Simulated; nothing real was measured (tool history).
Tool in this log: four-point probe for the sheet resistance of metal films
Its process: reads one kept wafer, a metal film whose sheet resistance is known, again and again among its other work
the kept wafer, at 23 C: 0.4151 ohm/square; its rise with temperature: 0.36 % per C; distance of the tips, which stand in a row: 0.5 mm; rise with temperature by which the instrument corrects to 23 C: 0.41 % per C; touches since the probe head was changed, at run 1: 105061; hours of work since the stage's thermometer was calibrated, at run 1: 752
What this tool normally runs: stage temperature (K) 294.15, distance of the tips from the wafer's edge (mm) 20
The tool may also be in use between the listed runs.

run,hour,stage temperature (K),distance of the tips from the wafer's edge (mm),touches since the probe head was changed,hours of work since the stage's thermometer was calibrated,sheet resistance as the instrument gives it (ohm/square)
1,0.0,294.15,20,105061,752,0.415670
2,83.7,294.15,20,107255,806,0.415709
3,151.7,294.15,20,109041,849,0.415585
4,246.6,296.15,20,111529,910,0.415305
5,290.4,296.15,20,112678,938,0.415233
6,355.3,296.15,20,114380,979,0.415160
7,459.5,307.15,20,117114,1046,0.413104
8,506.4,301.15,20,118343,1076,0.414395
9,608.3,294.15,8,121015,1141,0.416400
10,689.5,294.15,8,123145,1193,0.416371
11,742.2,294.15,8,124526,1226,0.416266
12,826.5,293.15,20,126739,1280,0.415662
13,901.2,293.15,20,128697,1328,0.415726
14,950.3,293.15,20,129987,1360,0.415975
15,1006.9,293.15,3,131470,1396,0.421769
16,1087.6,293.15,3,133587,1447,0.421922
17,1181.2,293.15,3,136042,1507,0.421738
18,1284.5,293.15,3,138752,1573,0.421926
19,1347.4,294.15,20,140400,1613,0.415693
20,1419.1,294.15,20,142282,1659,0.415469
21,1463.6,294.15,20,143449,1688,0.415737
22,1547.4,294.15,20,145647,1741,0.415612
23,1637.4,294.15,20,148008,1799,0.415724
24,1716.1,293.15,40,150070,1849,0.415781
25,1795.4,294.15,8,152151,1900,0.416460
26,1871.0,294.15,8,154134,1948,0.416352
27,1935.4,294.15,20,155823,1989,0.415716
28,2043.7,294.15,20,158664,2059,0.415580
29,2140.0,294.15,20,161190,2120,0.415825
30,2218.6,294.15,56,163251,2170,0.415531
31,2321.3,293.15,5,165945,2236,0.417873
32,2421.9,293.15,5,168582,2300,0.418051
33,2485.8,293.15,5,170259,2341,0.418058
# hour 2495.1: stage's thermometer calibrated
34,2564.1,293.15,59,172299,44,0.415713
35,2639.7,293.15,59,174282,92,0.415693
36,2691.2,294.15,8,175634,125,0.416397
37,2755.0,298.15,3,177307,166,0.420753
38,2863.3,297.15,4,180148,235,0.418265
39,2908.8,293.15,4,181340,264,0.419329
40,2975.6,304.15,61,183093,307,0.413645
41,3065.4,297.15,39,185447,365,0.414911
42,3150.1,297.15,39,187670,419,0.414963
43,3205.6,297.15,39,189125,454,0.415018
44,3313.2,297.15,39,191947,523,0.414835
45,3374.9,297.15,39,193566,562,0.414991
46,3427.0,296.15,7,194930,596,0.416156

Each row is a separate what-if for the run after 46, all from the same tool condition, not one after another. Results?
A,3511.3,294.15,29,197143,650,?
B,3511.3,291.15,6,197143,650,?
C,3511.3,298.15,7,197143,650,?

run,sheet resistance as the instrument gives it (ohm/square)
A,0.415578
B,0.417768
C,0.415815
Stripped of hidden state, with their random variation kept, the same runs would have yielded:
run,sheet resistance as the instrument gives it (ohm/square)
A,0.415558
B,0.417748
C,0.415795
